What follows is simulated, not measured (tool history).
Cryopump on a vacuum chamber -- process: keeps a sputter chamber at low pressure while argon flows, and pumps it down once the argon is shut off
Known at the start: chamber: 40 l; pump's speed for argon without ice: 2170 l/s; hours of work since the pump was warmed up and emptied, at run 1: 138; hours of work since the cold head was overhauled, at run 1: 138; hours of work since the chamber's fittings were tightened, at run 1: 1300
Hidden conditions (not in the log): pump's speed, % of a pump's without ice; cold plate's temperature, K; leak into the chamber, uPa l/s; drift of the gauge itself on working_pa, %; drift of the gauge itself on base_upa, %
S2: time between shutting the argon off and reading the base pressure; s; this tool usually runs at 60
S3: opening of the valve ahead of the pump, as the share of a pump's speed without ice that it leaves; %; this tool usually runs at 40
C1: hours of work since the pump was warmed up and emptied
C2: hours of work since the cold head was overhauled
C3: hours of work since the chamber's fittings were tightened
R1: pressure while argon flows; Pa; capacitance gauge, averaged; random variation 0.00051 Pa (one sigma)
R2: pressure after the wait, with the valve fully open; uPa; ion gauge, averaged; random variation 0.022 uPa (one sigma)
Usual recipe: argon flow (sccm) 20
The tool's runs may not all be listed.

{"run": 1, "hour": 0.0, "argon flow (sccm)": 20, "S2": 60, "S3": 40, "C1": 138, "C2": 138, "C3": 1300, "R1": 0.0401, "R2": 1.19}
{"run": 2, "hour": 20.4, "argon flow (sccm)": 20, "S2": 60, "S3": 40, "C1": 148, "C2": 148, "C3": 1309, "R1": 0.0397, "R2": 1.17}
{"run": 3, "hour": 43.5, "argon flow (sccm)": 20, "S2": 60, "S3": 40, "C1": 158, "C2": 158, "C3": 1320, "R1": 0.0409, "R2": 1.21}
{"run": 4, "hour": 56.1, "argon flow (sccm)": 20, "S2": 60, "S3": 40, "C1": 164, "C2": 164, "C3": 1325, "R1": 0.0396, "R2": 1.19}
{"run": 5, "hour": 85.2, "argon flow (sccm)": 20, "S2": 60, "S3": 40, "C1": 177, "C2": 177, "C3": 1339, "R1": 0.04, "R2": 1.19}
{"run": 6, "hour": 111.2, "argon flow (sccm)": 20, "S2": 60, "S3": 40, "C1": 189, "C2": 189, "C3": 1351, "R1": 0.0399, "R2": 1.16}
{"run": 7, "hour": 135.5, "argon flow (sccm)": 15, "S2": 50, "S3": 42, "C1": 200, "C2": 200, "C3": 1362, "R1": 0.0284, "R2": 1.34}
{"run": 8, "hour": 152.1, "argon flow (sccm)": 31, "S2": 60, "S3": 35, "C1": 208, "C2": 208, "C3": 1369, "R1": 0.0714, "R2": 1.27}
{"run": 9, "hour": 165.6, "argon flow (sccm)": 31, "S2": 60, "S3": 35, "C1": 214, "C2": 214, "C3": 1376, "R1": 0.071, "R2": 1.23}
{"run": 10, "hour": 194.4, "argon flow (sccm)": 39, "S2": 60, "S3": 40, "C1": 227, "C2": 227, "C3": 1389, "R1": 0.0786, "R2": 1.23}

Alternative continuations, all from the tool just after run 10; predict every row:
{"run": "A", "hour": 222.1, "argon flow (sccm)": 28, "S2": 99, "S3": 33, "C1": 240, "C2": 240, "C3": 1401, "R1": "?", "R2": "?"}
{"run": "B", "hour": 222.1, "argon flow (sccm)": 10, "S2": 36, "S3": 31, "C1": 240, "C2": 240, "C3": 1401, "R1": "?", "R2": "?"}
{"run": "C", "hour": 222.1, "argon flow (sccm)": 39, "S2": 60, "S3": 25, "C1": 240, "C2": 240, "C3": 1401, "R1": "?", "R2": "?"}

run=A R1=0.0676 R2=1.05
run=B R1=0.0247 R2=1.61
run=C R1=0.1255 R2=1.28
What these runs would have given with no unlogged condition in the tool:
run=A R1=0.0654 R2=0.48
run=B R1=0.0239 R2=1.04
run=C R1=0.1225 R2=0.71
